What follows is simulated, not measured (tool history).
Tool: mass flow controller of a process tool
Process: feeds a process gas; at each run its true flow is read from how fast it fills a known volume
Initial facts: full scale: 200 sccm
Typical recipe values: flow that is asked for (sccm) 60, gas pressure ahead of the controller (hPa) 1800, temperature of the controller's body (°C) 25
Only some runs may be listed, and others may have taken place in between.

run,hour,flow that is asked for (sccm),gas pressure ahead of the controller (hPa),temperature of the controller's body (°C),true flow (%)
1,0,60,1800,25,98.25
2,56.1,60,1800,25,98.39
3,160.2,60,1800,25,98.3
4,224.3,60,1800,28,98.04
5,279,60,1800,28,98.02
6,370.7,60,1800,28,97.84
7,467.5,60,1800,28,97.93
8,526.6,60,1800,27,98.2
9,586.7,60,1800,27,98.15
10,672.2,60,1800,25,98.35
11,764.1,60,1800,25,98.41
12,853.8,60,1800,20,98.96
13,952.6,60,1860,20,98.95
14,1020.5,60,1860,20,99.01
15,1072.1,60,1860,20,98.98
16,1152.7,60,1860,20,98.94
17,1210,60,1860,20,98.94
18,1322.4,60,1860,20,99
19,1402.7,60,1450,34,97.21
20,1499.4,154,2360,26,99.56
21,1584.6,60,2160,31,97.95
22,1669.9,60,2160,31,97.85
23,1749.5,170,1800,25,99.57
24,1815.1,113,2360,22,99.64
25,1903,60,1960,25,98.3
26,1988.6,60,1410,25,98.16
27,2084.2,60,2160,25,98.65
28,2164.6,40,1730,24,98.19
29,2240.6,50,2360,28,98.18
30,2339.1,50,2360,23,98.75
31,2419,50,2190,28,98.09
32,2483.1,60,2460,25,98.62
33,2585.9,60,2460,25,98.66

Alternative continuations, all from the tool just after run 33; predict every row:
A,2635.8,60,2460,27,?
B,2635.8,72,1730,39,?
C,2635.8,80,2760,33,?

run,true flow (%)
A,98.56
B,96.88
C,98.19
Take away the tool's hidden state, keep each run's random variation, and the runs would have read:
run,true flow (%)
A,98.56
B,96.88
C,98.19
